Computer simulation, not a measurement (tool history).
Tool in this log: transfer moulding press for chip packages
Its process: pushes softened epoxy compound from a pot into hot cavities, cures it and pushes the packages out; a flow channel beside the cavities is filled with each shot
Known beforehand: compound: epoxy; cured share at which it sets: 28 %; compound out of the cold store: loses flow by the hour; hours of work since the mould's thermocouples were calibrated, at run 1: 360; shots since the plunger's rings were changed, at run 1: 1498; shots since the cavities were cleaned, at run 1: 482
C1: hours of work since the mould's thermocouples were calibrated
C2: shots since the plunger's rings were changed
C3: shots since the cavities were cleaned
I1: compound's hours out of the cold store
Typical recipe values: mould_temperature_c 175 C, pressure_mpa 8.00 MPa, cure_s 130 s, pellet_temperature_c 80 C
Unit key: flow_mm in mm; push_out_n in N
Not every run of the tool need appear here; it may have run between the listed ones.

{"run": 1, "day": 0.0, "mould_temperature_c": 175, "pressure_mpa": 8.0, "cure_s": 130, "pellet_temperature_c": 80, "C1": 360, "C2": 1498, "C3": 482, "I1": 10.7, "flow_mm": 824, "push_out_n": 350}
{"day": 0.188, "done": "cavities cleaned with cleaning compound and waxed"}
{"run": 2, "day": 0.358, "mould_temperature_c": 175, "pressure_mpa": 8.0, "cure_s": 130, "pellet_temperature_c": 80, "C1": 366, "C2": 1582, "C3": 49, "I1": 15.2, "flow_mm": 816, "push_out_n": 256}
{"run": 3, "day": 0.633, "mould_temperature_c": 175, "pressure_mpa": 8.0, "cure_s": 130, "pellet_temperature_c": 80, "C1": 371, "C2": 1660, "C3": 127, "I1": 31.1, "flow_mm": 768, "push_out_n": 265}
{"run": 4, "day": 0.9, "mould_temperature_c": 175, "pressure_mpa": 8.0, "cure_s": 130, "pellet_temperature_c": 80, "C1": 376, "C2": 1735, "C3": 202, "I1": 10.5, "flow_mm": 827, "push_out_n": 294}
{"run": 5, "day": 1.129, "mould_temperature_c": 175, "pressure_mpa": 8.0, "cure_s": 130, "pellet_temperature_c": 80, "C1": 381, "C2": 1801, "C3": 268, "I1": 31.3, "flow_mm": 765, "push_out_n": 292}
{"run": 6, "day": 1.592, "mould_temperature_c": 175, "pressure_mpa": 8.0, "cure_s": 130, "pellet_temperature_c": 80, "C1": 389, "C2": 1932, "C3": 399, "I1": 21.4, "flow_mm": 789, "push_out_n": 325}
{"day": 2.075, "done": "cavities cleaned with cleaning compound and waxed"}
{"run": 7, "day": 2.104, "mould_temperature_c": 175, "pressure_mpa": 8.0, "cure_s": 130, "pellet_temperature_c": 80, "C1": 398, "C2": 2061, "C3": 10, "I1": 35.5, "flow_mm": 756, "push_out_n": 231}
{"run": 8, "day": 2.421, "mould_temperature_c": 175, "pressure_mpa": 8.0, "cure_s": 130, "pellet_temperature_c": 80, "C1": 404, "C2": 2151, "C3": 100, "I1": 42.9, "flow_mm": 727, "push_out_n": 255}
{"run": 9, "day": 2.725, "mould_temperature_c": 172, "pressure_mpa": 8.0, "cure_s": 130, "pellet_temperature_c": 80, "C1": 410, "C2": 2237, "C3": 186, "I1": 33.1, "flow_mm": 775, "push_out_n": 316}
{"run": 10, "day": 2.929, "mould_temperature_c": 175, "pressure_mpa": 8.0, "cure_s": 130, "pellet_temperature_c": 82, "C1": 414, "C2": 2295, "C3": 244, "I1": 20.7, "flow_mm": 797, "push_out_n": 309}
{"run": 11, "day": 3.292, "mould_temperature_c": 175, "pressure_mpa": 8.0, "cure_s": 130, "pellet_temperature_c": 82, "C1": 421, "C2": 2398, "C3": 347, "I1": 29.4, "flow_mm": 764, "push_out_n": 324}
{"run": 12, "day": 3.754, "mould_temperature_c": 180, "pressure_mpa": 8.0, "cure_s": 130, "pellet_temperature_c": 80, "C1": 429, "C2": 2529, "C3": 478, "I1": 8.1, "flow_mm": 817, "push_out_n": 291}
{"day": 3.971, "done": "cavities cleaned with cleaning compound and waxed"}
{"run": 13, "day": 4.238, "mould_temperature_c": 180, "pressure_mpa": 8.0, "cure_s": 130, "pellet_temperature_c": 88, "C1": 438, "C2": 2648, "C3": 75, "I1": 43.4, "flow_mm": 716, "push_out_n": 226}
{"run": 14, "day": 4.704, "mould_temperature_c": 180, "pressure_mpa": 8.0, "cure_s": 130, "pellet_temperature_c": 88, "C1": 446, "C2": 2781, "C3": 208, "I1": 30.7, "flow_mm": 734, "push_out_n": 252}
{"run": 15, "day": 5.108, "mould_temperature_c": 175, "pressure_mpa": 8.0, "cure_s": 130, "pellet_temperature_c": 83, "C1": 454, "C2": 2896, "C3": 323, "I1": 32.0, "flow_mm": 741, "push_out_n": 301}
{"run": 16, "day": 5.471, "mould_temperature_c": 181, "pressure_mpa": 8.55, "cure_s": 149, "pellet_temperature_c": 83, "C1": 461, "C2": 2999, "C3": 426, "I1": 18.8, "flow_mm": 787, "push_out_n": 281}
{"day": 5.883, "done": "cavities cleaned with cleaning compound and waxed"}
{"run": 17, "day": 5.971, "mould_temperature_c": 175, "pressure_mpa": 8.96, "cure_s": 131, "pellet_temperature_c": 83, "C1": 469, "C2": 3123, "C3": 25, "I1": 22.5, "flow_mm": 816, "push_out_n": 253}
{"run": 18, "day": 6.338, "mould_temperature_c": 175, "pressure_mpa": 8.96, "cure_s": 131, "pellet_temperature_c": 83, "C1": 476, "C2": 3228, "C3": 130, "I1": 40.4, "flow_mm": 768, "push_out_n": 260}
{"run": 19, "day": 6.783, "mould_temperature_c": 175, "pressure_mpa": 6.21, "cure_s": 131, "pellet_temperature_c": 78, "C1": 485, "C2": 3354, "C3": 256, "I1": 24.2, "flow_mm": 673, "push_out_n": 300}
{"run": 20, "day": 6.983, "mould_temperature_c": 175, "pressure_mpa": 6.21, "cure_s": 131, "pellet_temperature_c": 78, "C1": 489, "C2": 3411, "C3": 313, "I1": 42.2, "flow_mm": 630, "push_out_n": 297}
{"run": 21, "day": 7.333, "mould_temperature_c": 175, "pressure_mpa": 6.21, "cure_s": 165, "pellet_temperature_c": 77, "C1": 495, "C2": 3511, "C3": 413, "I1": 30.4, "flow_mm": 658, "push_out_n": 293}

What does the tool deliver on the next run?
{"day": 7.767, "done": "cavities cleaned with cleaning compound and waxed"}
{"run": 22, "day": 7.767, "mould_temperature_c": 178, "pressure_mpa": 6.26, "cure_s": 130, "pellet_temperature_c": 72, "C1": 502, "C2": 3616, "C3": 0, "I1": 23.4, "flow_mm": "?", "push_out_n": "?"}

{"run 22": {"flow_mm": 656, "push_out_n": 215}}
If the tool had no hidden condition, the same run with the same run-to-run variation would have returned flow_mm 698 mm, push_out_n 212 N.
